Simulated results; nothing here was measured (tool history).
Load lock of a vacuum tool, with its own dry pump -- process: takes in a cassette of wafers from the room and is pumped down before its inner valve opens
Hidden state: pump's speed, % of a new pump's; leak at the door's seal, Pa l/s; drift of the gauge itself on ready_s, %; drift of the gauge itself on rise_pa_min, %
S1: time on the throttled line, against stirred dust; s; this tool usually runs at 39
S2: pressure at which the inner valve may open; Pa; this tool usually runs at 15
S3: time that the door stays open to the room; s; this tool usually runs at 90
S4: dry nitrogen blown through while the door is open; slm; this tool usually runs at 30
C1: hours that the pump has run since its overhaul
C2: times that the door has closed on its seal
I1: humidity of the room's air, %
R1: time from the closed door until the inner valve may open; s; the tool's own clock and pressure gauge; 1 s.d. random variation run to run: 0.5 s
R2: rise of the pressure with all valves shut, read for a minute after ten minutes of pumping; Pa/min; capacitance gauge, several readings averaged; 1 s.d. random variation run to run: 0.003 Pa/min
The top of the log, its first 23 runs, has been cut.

Run 24, day 67.058: usual settings but S1 40 s, S3 162 s, S4 17 slm; C1 4975; C2 11318; I1 48.1. Result: R1 67.4 s, R2 0.038 Pa/min.
Run 25, day 69.967: usual settings but S1 36 s, S3 218 s, S4 20 slm; C1 5044; C2 11552; I1 44.8. Result: R1 64.1 s, R2 0.037 Pa/min.
Run 26, day 72.400: usual settings but S1 36 s, S3 218 s, S4 20 slm; C1 5103; C2 11748; I1 47.7. Result: R1 64.4 s, R2 0.042 Pa/min.
Run 27, day 75.358: usual settings but S1 36 s, S3 218 s, S4 20 slm; C1 5174; C2 11986; I1 47.0. Result: R1 63.7 s, R2 0.036 Pa/min.
Run 28, day 79.225: usual settings but S1 36 s, S3 218 s, S4 20 slm; C1 5267; C2 12296; I1 46.4. Result: R1 64.9 s, R2 0.038 Pa/min.
Run 29, day 81.283: usual settings but S1 75 s, S2 26 Pa, S3 127 s, S4 33 slm; C1 5316; C2 12462; I1 46.5. Result: R1 90.2 s, R2 0.027 Pa/min.
Run 30, day 83.521: usual settings but S1 75 s, S2 26 Pa, S3 127 s, S4 33 slm; C1 5370; C2 12642; I1 43.2. Result: R1 91.4 s, R2 0.023 Pa/min.
Run 31, day 87.021: usual settings but S1 27 s, S2 26 Pa, S3 48 s, S4 33 slm; C1 5454; C2 12923; I1 42.6. Result: R1 56.6 s, R2 0.020 Pa/min.
Run 32, day 89.292: usual settings but S1 33 s, S2 29 Pa, S3 205 s, S4 29 slm; C1 5508; C2 13106; I1 46.2. Result: R1 59.4 s, R2 0.037 Pa/min.
Run 33, day 91.254: usual settings but S1 67 s, S4 4 slm; C1 5555; C2 13264; I1 45.0. Result: R1 87.4 s, R2 0.032 Pa/min.
Run 34, day 93.500: usual settings but S1 23 s, S2 20 Pa, S4 9 slm; C1 5609; C2 13444; I1 47.1. Result: R1 53.3 s, R2 0.031 Pa/min.
Run 35, day 97.371: usual settings but S1 23 s, S2 28 Pa, S3 31 s, S4 9 slm; C1 5702; C2 13756; I1 44.1. Result: R1 51.9 s, R2 0.020 Pa/min.
Run 36, day 100.808: usual settings but S1 69 s, S2 12 Pa, S3 50 s, S4 9 slm; C1 5785; C2 14032; I1 44.8. Result: R1 90.1 s, R2 0.028 Pa/min.
Run 37, day 102.842: usual settings but S1 59 s, S2 23 Pa, S3 50 s, S4 9 slm; C1 5834; C2 14195; I1 42.5. Result: R1 80.6 s, R2 0.023 Pa/min.

Consider 4 possible next runs. They are alternatives, not a sequence: every one starts from the tool as it was left by run 37. What does each give?
Run A, day 104.971: usual settings but S3 131 s; C1 5885; C2 14366; I1 44.4. Result: R1 ?, R2 ?.
Run B, day 104.971: usual settings but S1 20 s, S2 12 Pa, S3 50 s, S4 10 slm; C1 5885; C2 14366; I1 46.0. Result: R1 ?, R2 ?.
Run C, day 104.971: usual settings but S1 55 s; C1 5885; C2 14366; I1 48.5. Result: R1 ?, R2 ?.
Run D, day 104.971: usual settings but S1 59 s, S2 21 Pa, S3 50 s, S4 11 slm; C1 5885; C2 14366; I1 43.8. Result: R1 ?, R2 ?.

run    R1     R2
  A  66.5  0.024
  B  53.5  0.026
  C  78.9  0.032
  D  80.3  0.017
Had the tool no hidden state, the same runs would have come out as:
run    R1     R2
  A  66.5  0.023
  B  53.5  0.026
  C  78.9  0.032
  D  80.3  0.016

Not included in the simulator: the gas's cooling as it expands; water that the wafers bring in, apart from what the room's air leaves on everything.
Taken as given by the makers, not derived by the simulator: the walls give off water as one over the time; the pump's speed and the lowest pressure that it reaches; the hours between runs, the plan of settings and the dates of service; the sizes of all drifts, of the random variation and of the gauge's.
